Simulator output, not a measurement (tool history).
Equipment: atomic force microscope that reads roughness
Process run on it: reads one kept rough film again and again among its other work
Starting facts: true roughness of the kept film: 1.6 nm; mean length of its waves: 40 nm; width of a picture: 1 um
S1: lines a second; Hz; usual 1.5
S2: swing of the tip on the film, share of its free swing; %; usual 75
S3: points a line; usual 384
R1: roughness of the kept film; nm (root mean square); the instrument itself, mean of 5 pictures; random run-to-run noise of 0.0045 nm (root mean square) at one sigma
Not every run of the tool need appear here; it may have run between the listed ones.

run,hour,S1,S2,S3,R1
1,0,1.5,75,384,1.383
2,38.2,1.5,75,384,1.375
3,74.9,1.5,75,726,1.368
4,112.6,0.58,75,726,1.439
# hour 140.2: new tip fitted
5,159.7,0.58,75,726,1.476
6,217.7,3.68,75,384,1.225
7,269.1,3.68,75,384,1.214
8,315.6,1.25,75,384,1.377
# hour 340.7: new tip fitted
9,355.1,1.01,75,384,1.435
10,393.2,1.5,75,384,1.384
11,445.9,1.5,75,384,1.373
12,493.4,1.5,75,384,1.359
13,536.9,1.5,75,384,1.345
# hour 541.6: new tip fitted
14,604.3,1.5,75,557,1.391
15,663.3,1.5,75,557,1.384
16,691.6,1.5,75,557,1.376
17,728,1.5,75,384,1.359
# hour 743.8: new tip fitted
18,796.1,1.5,75,384,1.397
19,865,1.5,75,384,1.374
20,918.8,1.5,75,384,1.36
# hour 948.4: new tip fitted
21,975,1.5,75,384,1.41
22,1030.7,1.5,75,384,1.402
23,1079,1.5,75,384,1.379
24,1137.4,0.56,61,384,1.469
# hour 1149.5: new tip fitted
25,1171.7,2.84,75,552,1.314
26,1219.3,1.13,65,552,1.477

For run 27, what comes out?
27,1254.2,1.52,66,1016,?

R1: 1.441 nm (root mean square)
Had the tool carried no hidden state, the very same run would have given R1 1.446 nm (root mean square).
